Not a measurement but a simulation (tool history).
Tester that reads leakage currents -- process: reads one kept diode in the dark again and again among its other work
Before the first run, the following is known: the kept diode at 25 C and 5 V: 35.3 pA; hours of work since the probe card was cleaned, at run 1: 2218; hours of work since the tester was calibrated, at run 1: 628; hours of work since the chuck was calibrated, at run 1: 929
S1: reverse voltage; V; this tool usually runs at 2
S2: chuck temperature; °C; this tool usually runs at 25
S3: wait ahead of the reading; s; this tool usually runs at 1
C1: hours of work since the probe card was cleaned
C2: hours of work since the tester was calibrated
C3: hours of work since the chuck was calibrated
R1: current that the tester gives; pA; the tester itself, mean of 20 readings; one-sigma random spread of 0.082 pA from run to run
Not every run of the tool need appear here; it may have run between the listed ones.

run    hour     S1  S2    S3    C1    C2    C3      R1
  1       0      2  25     1  2218   628   929   23.96
  2    21.7      2  25     1  2230   640   942   23.91
  3    44.2      2  25     1  2243   653   954   23.93
  4    63.3      2  25     1  2254   663   965   23.85
  5    92.9   1.75  25     1  2271   680   982   22.39
  6   119.4   9.37  25     1  2285   695   997   54.21
  7   145.3      2  25     1  2300   710  1011   23.81
  8   163.1      2  25     1  2310   720  1021   24.03
  9   197.7      2  25     1  2330   739  1041   24.09
 10   227.8      2  25     1  2346   756  1058   23.92
 11   263.8      2  25  0.76  2367   776  1078   24.11
 12   291.8      2  25  0.76  2383   792  1094   24.13
        296  -- chuck's temperature calibrated
 13     313      2  25  0.76  2393   803    10   24.38
 14   338.5      2  25  0.76  2408   817    24   24.48
 15     359      2  25  0.76  2419   829    35    24.4
 16   388.6      2  25     1  2436   845    52   24.43
        402  -- chuck's temperature calibrated, once more
 17   420.2      2  25  8.64  2453   862    10   23.29
 18   454.4      2  25  0.62  2472   881    29   23.96
 19   486.1      2  25  0.62  2490   899    47    23.8
 20   518.6      2  25  2.03  2508   917    66   23.52
 21   538.2  16.59  25  4.69  2519   928    77   71.64
 22   553.9  16.59  25  4.69  2528   937    86   71.01
 23   578.8      2  39  5.06  2542   951   100   70.27
 24   609.8  14.67  39  5.06  2559   969   117  192.07
 25   633.4   5.95  50  0.32  2572   982   130  275.25
 26   656.9   5.95  50  0.32  2586   995   143  274.11
 27   693.2   8.53  21     1  2606  1016   164   38.08
 28   728.9   10.6  22  3.65  2626  1036   184   45.09
 29     756      2  58  0.95  2641  1051   199  276.26
 30   789.2      2  58  0.95  2660  1070   218  277.39
 31   812.5      2  32     1  2673  1083   231   41.16
 32   841.9  14.18  21  4.72  2690  1099   248   48.96
 33   865.9   8.09  41  0.32  2703  1113   261  169.12
 34   888.6   8.09  41  0.32  2716  1126   274  169.69
 35   921.4   1.25  23  6.39  2735  1144   292   15.71
 36   941.8   1.25  23  6.39  2746  1156   304   15.65
 37   973.7   15.9  25     1  2764  1174   322   72.36
 38  1001.1   2.05  25  2.49  2779  1189   337   23.95
 39    1019   2.05  25  2.49  2789  1199   347   23.97

Here are 5 independent what-if runs from the current tool condition. What would each one return?
  A  1050.7   1.18  39  6.94  2807  1217  365   ?
  B  1050.7  12.21  60  0.91  2807  1217  365   ?
  C  1050.7      2  25  7.31  2807  1217  365   ?
  D  1050.7   4.41  34  0.94  2807  1217  365   ?
  E  1050.7   2.03  36   4.3  2807  1217  365   ?

run      R1
  A   54.33
  B  776.72
  C   23.54
  D   72.34
  E   56.84
Had the tool no hidden state, the same runs would have come out as:
run      R1
  A   53.56
  B  768.86
  C    22.5
  D      70
  E   55.65
